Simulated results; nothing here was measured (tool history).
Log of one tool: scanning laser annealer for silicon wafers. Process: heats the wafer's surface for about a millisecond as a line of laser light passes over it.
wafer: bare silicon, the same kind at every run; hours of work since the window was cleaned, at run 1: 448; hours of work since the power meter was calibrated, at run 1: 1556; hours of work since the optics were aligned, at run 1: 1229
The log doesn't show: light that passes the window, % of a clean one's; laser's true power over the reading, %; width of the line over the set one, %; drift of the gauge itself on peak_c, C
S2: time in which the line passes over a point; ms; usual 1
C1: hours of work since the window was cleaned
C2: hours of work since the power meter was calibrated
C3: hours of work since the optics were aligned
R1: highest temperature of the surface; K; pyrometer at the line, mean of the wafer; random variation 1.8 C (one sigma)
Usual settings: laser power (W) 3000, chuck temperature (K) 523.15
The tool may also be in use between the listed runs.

Run 1, day 0: usual settings; C1 448; C2 1556; C3 1229. Result: R1 1301.15 K.
Run 2, day 2.071: usual settings but S2 1.11 ms; C1 487; C2 1596; C3 1269. Result: R1 1345.15 K.
Run 3, day 4.3: usual settings but S2 1.11 ms, chuck temperature (K) 515.15; C1 530; C2 1639; C3 1312. Result: R1 1335.15 K.
Run 4, day 6.767: usual settings; C1 577; C2 1686; C3 1359. Result: R1 1295.15 K.
Run 5, day 8.692: usual settings; C1 614; C2 1723; C3 1396. Result: R1 1292.15 K.
Run 6, day 11.292: usual settings but S2 0.89 ms; C1 664; C2 1772; C3 1446. Result: R1 1240.15 K.
At day 11.771: optics aligned, line set to its width.
At day 14.538: window over the wafer cleaned.
Run 7, day 14.538: usual settings but S2 0.89 ms; C1 0; C2 1829; C3 51. Result: R1 1276.15 K.
Run 8, day 17.142: usual settings; C1 50; C2 1879; C3 101. Result: R1 1327.15 K.
Run 9, day 19.067: usual settings; C1 87; C2 1916; C3 138. Result: R1 1322.15 K.
Run 10, day 20.533: usual settings but S2 0.75 ms; C1 115; C2 1944; C3 166. Result: R1 1199.15 K.
Run 11, day 23.625: usual settings but S2 0.75 ms; C1 174; C2 2003; C3 225. Result: R1 1200.15 K.
Run 12, day 26.521: usual settings but laser power (W) 3068, S2 0.75 ms; C1 229; C2 2059; C3 281. Result: R1 1213.15 K.
Run 13, day 29.4: usual settings but laser power (W) 3016; C1 285; C2 2114; C3 336. Result: R1 1317.15 K.
Run 14, day 32.304: usual settings but laser power (W) 3016; C1 340; C2 2169; C3 392. Result: R1 1313.15 K.
Run 15, day 34.804: usual settings but S2 0.93 ms; C1 388; C2 2217; C3 439. Result: R1 1275.15 K.
Run 16, day 36.471: usual settings but S2 0.93 ms; C1 420; C2 2249; C3 471. Result: R1 1274.15 K.
Run 17, day 38.35: usual settings; C1 456; C2 2285; C3 507. Result: R1 1304.15 K.
At day 38.633: laser's power meter calibrated.
Run 18, day 41.588: usual settings but laser power (W) 2862, S2 0.82 ms, chuck temperature (K) 515.15; C1 516; C2 57; C3 567. Result: R1 1175.15 K.
Run 19, day 43.929: usual settings but laser power (W) 3229, S2 0.75 ms; C1 560; C2 101; C3 612. Result: R1 1252.15 K.
Run 20, day 46.779: usual settings but laser power (W) 2625, S2 0.98 ms, chuck temperature (K) 544.15; C1 615; C2 156; C3 666. Result: R1 1195.15 K.
Run 21, day 49.229: usual settings but laser power (W) 3053, S2 0.84 ms, chuck temperature (K) 511.15; C1 662; C2 203; C3 713. Result: R1 1228.15 K.
Run 22, day 51.471: usual settings but laser power (W) 2584, S2 0.95 ms, chuck temperature (K) 502.15; C1 705; C2 246; C3 756. Result: R1 1127.15 K.
At day 52.321: window over the wafer cleaned.
Run 23, day 52.954: usual settings but laser power (W) 3095, chuck temperature (K) 516.15; C1 12; C2 273; C3 783. Result: R1 1363.15 K.
At day 56.117: laser's power meter calibrated, once more.
Run 24, day 56.117: usual settings but laser power (W) 3095, chuck temperature (K) 516.15; C1 70; C2 0; C3 841. Result: R1 1338.15 K.
Run 25, day 57.962: usual settings but laser power (W) 2761, S2 0.73 ms, chuck temperature (K) 517.15; C1 106; C2 35; C3 877. Result: R1 1116.15 K.
Run 26, day 59.775: usual settings but laser power (W) 3212, S2 0.74 ms, chuck temperature (K) 483.15; C1 140; C2 70; C3 911. Result: R1 1197.15 K.
Run 27, day 62.254: usual settings but laser power (W) 3212, S2 0.74 ms, chuck temperature (K) 483.15; C1 188; C2 118; C3 959. Result: R1 1202.15 K.
Run 28, day 64.454: usual settings but laser power (W) 3212, S2 0.74 ms, chuck temperature (K) 483.15; C1 230; C2 160; C3 1001. Result: R1 1201.15 K.
Run 29, day 66.858: usual settings but laser power (W) 3212, S2 0.74 ms, chuck temperature (K) 483.15; C1 276; C2 206; C3 1047. Result: R1 1196.15 K.
Run 30, day 68.55: usual settings but laser power (W) 2856, S2 1.06 ms; C1 308; C2 238; C3 1079. Result: R1 1282.15 K.
Run 31, day 70.392: usual settings but laser power (W) 2553, S2 1.06 ms, chuck temperature (K) 532.15; C1 344; C2 273; C3 1115. Result: R1 1192.15 K.
Run 32, day 72.067: usual settings but laser power (W) 3268, S2 1.06 ms; C1 376; C2 305; C3 1147. Result: R1 1414.15 K.
Run 33, day 75.096: usual settings but laser power (W) 2687, S2 0.84 ms, chuck temperature (K) 534.15; C1 434; C2 363; C3 1205. Result: R1 1145.15 K.

The next listed run, before its measurement:
Run 34, day 77.842: usual settings but laser power (W) 2587, S2 0.74 ms, chuck temperature (K) 497.15; C1 486; C2 416; C3 1257. Result: R1 ?.

{"run 34": {"R1": 1038.15}}
Without the tool's hidden state the same run would have given R1 1059.15 K.
